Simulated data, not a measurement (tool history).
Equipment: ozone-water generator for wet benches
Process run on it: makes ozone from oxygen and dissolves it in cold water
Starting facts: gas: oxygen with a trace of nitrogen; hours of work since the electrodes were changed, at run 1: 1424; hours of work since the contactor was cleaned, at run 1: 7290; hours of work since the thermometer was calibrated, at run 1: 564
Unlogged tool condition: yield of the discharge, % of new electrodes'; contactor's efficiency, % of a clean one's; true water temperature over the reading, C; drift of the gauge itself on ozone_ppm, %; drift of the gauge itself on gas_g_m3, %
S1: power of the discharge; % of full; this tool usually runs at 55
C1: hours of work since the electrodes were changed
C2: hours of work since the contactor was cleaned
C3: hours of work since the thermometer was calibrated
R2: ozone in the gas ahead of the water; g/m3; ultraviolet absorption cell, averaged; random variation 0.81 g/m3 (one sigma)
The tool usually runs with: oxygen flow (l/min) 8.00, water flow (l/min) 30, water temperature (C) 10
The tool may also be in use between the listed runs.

Run 1, hour 0.0: usual settings; C1 1424; C2 7290; C3 564. Result: dissolved ozone (ppm) 11.2, R2 123.6 g/m3.
Run 2, hour 51.9: usual settings; C1 1473; C2 7338; C3 613. Result: dissolved ozone (ppm) 11.1, R2 123.4 g/m3.
Run 3, hour 107.4: usual settings; C1 1524; C2 7390; C3 665. Result: dissolved ozone (ppm) 11.2, R2 124.3 g/m3.
Run 4, hour 139.3: usual settings; C1 1554; C2 7420; C3 695. Result: dissolved ozone (ppm) 11.3, R2 125.3 g/m3.
Run 5, hour 193.4: usual settings; C1 1605; C2 7471; C3 746. Result: dissolved ozone (ppm) 11.2, R2 124.4 g/m3.
Run 6, hour 237.5: usual settings; C1 1646; C2 7512; C3 787. Result: dissolved ozone (ppm) 11.0, R2 124.6 g/m3.
Run 7, hour 275.5: usual settings; C1 1682; C2 7548; C3 823. Result: dissolved ozone (ppm) 10.9, R2 124.6 g/m3.
Run 8, hour 326.5: usual settings but oxygen flow (l/min) 4.78, water flow (l/min) 27; C1 1730; C2 7596; C3 870. Result: dissolved ozone (ppm) 11.7, R2 169.1 g/m3.
Run 9, hour 368.0: usual settings but S1 48 % of full, water flow (l/min) 33; C1 1769; C2 7635; C3 909. Result: dissolved ozone (ppm) 9.5, R2 113.4 g/m3.
At hour 392.3: contactor cleaned.
Run 10, hour 435.0: usual settings but S1 48 % of full, water flow (l/min) 33; C1 1828; C2 40; C3 968. Result: dissolved ozone (ppm) 10.3, R2 113.9 g/m3.
Run 11, hour 462.0: usual settings but S1 49 % of full, oxygen flow (l/min) 12.76, water flow (l/min) 47, water temperature (C) 6; C1 1853; C2 65; C3 994. Result: dissolved ozone (ppm) 8.1, R2 88.5 g/m3.
Run 12, hour 488.9: usual settings but S1 49 % of full, oxygen flow (l/min) 12.76, water flow (l/min) 47, water temperature (C) 6; C1 1878; C2 90; C3 1019. Result: dissolved ozone (ppm) 8.0, R2 88.0 g/m3.
Run 13, hour 529.8: usual settings but S1 54 % of full, water temperature (C) 5; C1 1917; C2 129; C3 1057. Result: dissolved ozone (ppm) 12.8, R2 121.7 g/m3.

Alternative continuations, all from the tool just after run 13; predict every row:
Run A, hour 594.6: usual settings but S1 54 % of full, oxygen flow (l/min) 10.68, water flow (l/min) 20, water temperature (C) 8; C1 1977; C2 190; C3 1118. Result: dissolved ozone (ppm) ?, R2 ?.
Run B, hour 594.6: usual settings but S1 54 % of full, water temperature (C) 11; C1 1977; C2 190; C3 1118. Result: dissolved ozone (ppm) ?, R2 ?.
Run C, hour 594.6: usual settings but oxygen flow (l/min) 9.82, water flow (l/min) 34; C1 1977; C2 190; C3 1118. Result: dissolved ozone (ppm) ?, R2 ?.

run  dissolved ozone (ppm)     R2
  A                   17.3  104.1
  B                   11.9  121.0
  C                   11.3  110.3
Had the tool no hidden state, the same runs would have come out as:
run  dissolved ozone (ppm)     R2
  A                   17.7  106.4
  B                   12.2  123.7
  C                   11.6  112.7
